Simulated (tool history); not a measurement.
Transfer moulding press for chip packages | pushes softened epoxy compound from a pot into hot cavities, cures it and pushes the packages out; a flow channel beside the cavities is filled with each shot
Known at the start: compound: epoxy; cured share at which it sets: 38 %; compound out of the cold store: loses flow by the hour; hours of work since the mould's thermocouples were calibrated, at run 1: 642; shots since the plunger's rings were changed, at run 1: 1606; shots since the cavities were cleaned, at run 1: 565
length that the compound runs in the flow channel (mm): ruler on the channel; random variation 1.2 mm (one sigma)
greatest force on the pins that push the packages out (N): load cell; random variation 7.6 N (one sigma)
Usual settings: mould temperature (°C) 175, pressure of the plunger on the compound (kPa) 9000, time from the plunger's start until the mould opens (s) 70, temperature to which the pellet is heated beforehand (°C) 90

run,hour,mould temperature (°C),pressure of the plunger on the compound (kPa),time from the plunger's start until the mould opens (s),temperature to which the pellet is heated beforehand (°C),hours of work since the mould's thermocouples were calibrated,shots since the plunger's rings were changed,shots since the cavities were cleaned,incoming compound's hours out of the cold store,length that the compound runs in the flow channel (mm),greatest force on the pins that push the packages out (N)
1,0,175,9000,70,90,642,1606,565,37.9,515,282
# hour 25.2: cavities cleaned with cleaning compound and waxed
2,70,175,9000,70,90,678,2389,513,45.1,500,290
# hour 104: cavities cleaned with cleaning compound and waxed
3,119.2,175,9810,70,90,703,2934,175,27.6,558,305
# hour 180.4: cavities cleaned with cleaning compound and waxed
4,204.5,175,9810,70,90,748,3890,275,28.5,557,314
# hour 255.2: cavities cleaned with cleaning compound and waxed
5,269.1,175,9810,70,90,781,4611,158,20,574,306
6,315,175,9000,103,90,805,5135,682,46.8,497,186
# hour 332.4: cavities cleaned with cleaning compound and waxed
# hour 355.5: mould's thermocouples calibrated
7,400.7,175,8930,70,90,24,6074,758,13.2,564,330
# hour 412.5: cavities cleaned with cleaning compound and waxed
8,455,172,9000,70,90,52,6677,485,15.1,567,406
# hour 468.5: plunger's sealing rings changed
# hour 493.5: cavities cleaned with cleaning compound and waxed
9,499.8,175,9000,84,90,73,341,73,31.4,529,208
10,552.6,175,9000,84,90,101,943,675,20.2,550,210
# hour 574.5: cavities cleaned with cleaning compound and waxed
11,640.1,175,9000,84,90,147,1925,749,25,540,224
# hour 652.4: cavities cleaned with cleaning compound and waxed
12,689.2,175,9000,84,90,172,2469,421,38.6,513,199
# hour 727.6: cavities cleaned with cleaning compound and waxed
13,766.7,175,9000,84,90,212,3338,448,18.2,552,217
# hour 806.5: cavities cleaned with cleaning compound and waxed
14,833.4,171,9660,70,90,246,4082,308,13.6,590,427
# hour 887.6: cavities cleaned with cleaning compound and waxed
15,895.6,171,9660,70,90,278,4775,92,26.4,564,418
# hour 964.4: cavities cleaned with cleaning compound and waxed
16,981.8,172,9000,101,86,323,5743,199,43.7,510,190
# hour 1040.4: cavities cleaned with cleaning compound and waxed
17,1057.3,172,9000,56,86,362,6588,194,12.7,575,696
# hour 1080.8: plunger's sealing rings changed
# hour 1120.5: cavities cleaned with cleaning compound and waxed
18,1143,172,9000,56,86,405,693,257,11.3,576,685
# hour 1200.3: cavities cleaned with cleaning compound and waxed
19,1230.3,176,9510,70,86,450,1674,343,46.1,512,278
# hour 1276: cavities cleaned with cleaning compound and waxed
20,1307.7,175,7100,51,90,491,2541,363,42.3,449,647
# hour 1356.4: cavities cleaned with cleaning compound and waxed
21,1396,183,9690,70,83,536,3531,452,29.5,536,200
# hour 1437.7: cavities cleaned with cleaning compound and waxed
22,1448.8,175,10120,70,90,563,4117,127,38.8,542,296
# hour 1512.6: cavities cleaned with cleaning compound and waxed
23,1521.9,175,10120,70,90,601,4935,107,28.2,565,308
# hour 1588.8: cavities cleaned with cleaning compound and waxed
24,1592.8,175,10120,70,90,638,5727,45,39.9,540,299
# hour 1665.9: cavities cleaned with cleaning compound and waxed
25,1667.9,175,10120,70,90,677,6569,24,26,570,314
# hour 1691.3: plunger's sealing rings changed
26,1728.5,172,9120,107,94,707,425,687,41.2,517,183

Forecast each of these 3 alternatives for the next run:
# hour 1743.1: cavities cleaned with cleaning compound and waxed
# hour 1818.5: cavities cleaned with cleaning compound and waxed
A,1818.5,175,9000,70,94,753,1418,0,37.7,?,?
# hour 1743.1: cavities cleaned with cleaning compound and waxed
# hour 1818.5: cavities cleaned with cleaning compound and waxed
B,1818.5,181,9120,107,94,753,1418,0,12.3,?,?
# hour 1743.1: cavities cleaned with cleaning compound and waxed
# hour 1818.5: cavities cleaned with cleaning compound and waxed
C,1818.5,172,7260,107,83,753,1418,0,21.2,?,?

run,length that the compound runs in the flow channel (mm),greatest force on the pins that push the packages out (N)
A,515,303
B,558,172
C,498,189
Without the tool's hidden state the same runs would have given:
run,length that the compound runs in the flow channel (mm),greatest force on the pins that push the packages out (N)
A,515,302
B,558,172
C,498,189
